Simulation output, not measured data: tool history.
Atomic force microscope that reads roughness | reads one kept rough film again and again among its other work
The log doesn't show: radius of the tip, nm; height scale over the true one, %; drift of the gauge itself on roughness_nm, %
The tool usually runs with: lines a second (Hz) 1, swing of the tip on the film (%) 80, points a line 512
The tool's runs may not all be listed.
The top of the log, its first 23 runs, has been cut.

| run | hour | lines a second (Hz) | swing of the tip on the film (%) | points a line | pictures with this tip | hours of work since the height scale was calibrated | roughness of the kept film (nm (root mean square)) |
|---|---|---|---|---|---|---|---|
|  | 1084.6 | new tip fitted |
| 24 | 1120.3 | 1 | 68 | 512 | 55 | 1551 | 2.89 |
| 25 | 1174.1 | 1 | 68 | 632 | 138 | 1587 | 2.619 |
|  | 1186.9 | new tip fitted |
| 26 | 1214 | 1 | 68 | 632 | 42 | 1613 | 2.928 |
| 27 | 1272.6 | 1.83 | 66 | 765 | 132 | 1652 | 2.565 |
|  | 1285.7 | new tip fitted |
| 28 | 1325 | 1.27 | 81 | 678 | 60 | 1686 | 2.841 |
| 29 | 1356.6 | 1 | 80 | 636 | 109 | 1707 | 2.65 |
|  | 1383.5 | new tip fitted |
| 30 | 1397.4 | 1 | 63 | 442 | 21 | 1733 | 3.049 |
| 31 | 1441.6 | 3.06 | 83 | 951 | 90 | 1763 | 2.534 |
|  | 1482.5 | new tip fitted |
| 32 | 1493.8 | 3.06 | 77 | 951 | 18 | 1797 | 2.881 |
| 33 | 1561.6 | 1 | 72 | 512 | 122 | 1842 | 2.667 |
|  | 1582.6 | new tip fitted |
| 34 | 1595.2 | 1 | 72 | 512 | 19 | 1864 | 3.062 |
| 35 | 1661.5 | 0.67 | 67 | 275 | 122 | 1908 | 2.681 |
|  | 1682.7 | new tip fitted |
| 36 | 1693.7 | 3.19 | 56 | 461 | 17 | 1929 | 3.055 |
| 37 | 1758.9 | 1.61 | 60 | 641 | 117 | 1972 | 2.673 |
|  | 1785.5 | new tip fitted |
| 38 | 1827.8 | 1 | 74 | 469 | 65 | 2017 | 2.871 |
|  | 1855.6 | height scale calibrated on a step standard |
| 39 | 1874.9 | 1.73 | 80 | 563 | 136 | 13 | 2.491 |
|  | 1887.7 | new tip fitted |
| 40 | 1944.5 | 0.98 | 69 | 563 | 88 | 59 | 2.755 |
|  | 1985.3 | new tip fitted |
| 41 | 2011.6 | 0.98 | 69 | 563 | 41 | 103 | 2.939 |
| 42 | 2061.8 | 1 | 61 | 319 | 118 | 136 | 2.615 |
|  | 2086.1 | new tip fitted |
| 43 | 2104.6 | 3.76 | 80 | 512 | 29 | 164 | 2.697 |
| 44 | 2166.9 | 3.76 | 59 | 445 | 125 | 205 | 2.541 |
|  | 2184.8 | new tip fitted |
| 45 | 2199.7 | 1.7 | 62 | 309 | 23 | 227 | 2.975 |
| 46 | 2270.9 | 1.7 | 62 | 309 | 133 | 274 | 2.579 |
|  | 2284.7 | new tip fitted |
| 47 | 2331.2 | 3.47 | 66 | 381 | 72 | 313 | 2.729 |

Run 48 has not been measured yet. What should we expect?
| 48 | 2364.2 | 3.47 | 66 | 373 | 123 | 335 | ? |

{"run 48": {"roughness of the kept film (nm (root mean square))": 2.57}}
The same run, on a tool lacking any hidden state, would have yielded roughness of the kept film (nm (root mean square)) 2.998.
